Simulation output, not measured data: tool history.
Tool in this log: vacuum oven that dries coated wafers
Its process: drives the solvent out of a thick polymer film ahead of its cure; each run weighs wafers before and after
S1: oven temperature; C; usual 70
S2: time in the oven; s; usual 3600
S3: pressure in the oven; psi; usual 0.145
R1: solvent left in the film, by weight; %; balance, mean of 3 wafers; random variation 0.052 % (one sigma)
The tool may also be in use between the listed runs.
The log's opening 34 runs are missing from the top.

{"run": 35, "hour": 411.3, "S1": 66, "S2": 3660, "S3": 0.094, "R1": 3.23}
{"run": 36, "hour": 426.2, "S1": 66, "S2": 3000, "S3": 0.47, "R1": 5.14}
{"run": 37, "hour": 442.0, "S1": 68, "S2": 3600, "S3": 0.234, "R1": 3.06}
{"run": 38, "hour": 456.6, "S1": 68, "S2": 3600, "S3": 0.234, "R1": 3.0}
{"run": 39, "hour": 471.1, "S1": 57, "S2": 6060, "S3": 0.28, "R1": 5.5}
{"run": 40, "hour": 481.6, "S1": 74, "S2": 2760, "S3": 0.441, "R1": 2.56}
{"run": 41, "hour": 494.1, "S1": 74, "S2": 2760, "S3": 0.441, "R1": 2.63}
{"run": 42, "hour": 505.0, "S1": 74, "S2": 2760, "S3": 0.441, "R1": 2.44}
{"run": 43, "hour": 517.8, "S1": 77, "S2": 2640, "S3": 0.368, "R1": 1.83}
{"run": 44, "hour": 524.7, "S1": 77, "S2": 2640, "S3": 0.368, "R1": 1.8}
{"run": 45, "hour": 541.5, "S1": 77, "S2": 2640, "S3": 0.368, "R1": 1.83}

Branching from run 45: 3 alternative next runs. What would each branch give?
{"run": "A", "hour": 551.1, "S1": 77, "S2": 2280, "S3": 0.117, "R1": "?"}
{"run": "B", "hour": 551.1, "S1": 70, "S2": 4680, "S3": 0.145, "R1": "?"}
{"run": "C", "hour": 551.1, "S1": 85, "S2": 3600, "S3": 0.145, "R1": "?"}

run=A R1=1.49
run=B R1=1.34
run=C R1=0.30
Take away the tool's hidden state, keep each run's random variation, and the runs would have read:
run=A R1=1.04
run=B R1=0.91
run=C R1=0.23

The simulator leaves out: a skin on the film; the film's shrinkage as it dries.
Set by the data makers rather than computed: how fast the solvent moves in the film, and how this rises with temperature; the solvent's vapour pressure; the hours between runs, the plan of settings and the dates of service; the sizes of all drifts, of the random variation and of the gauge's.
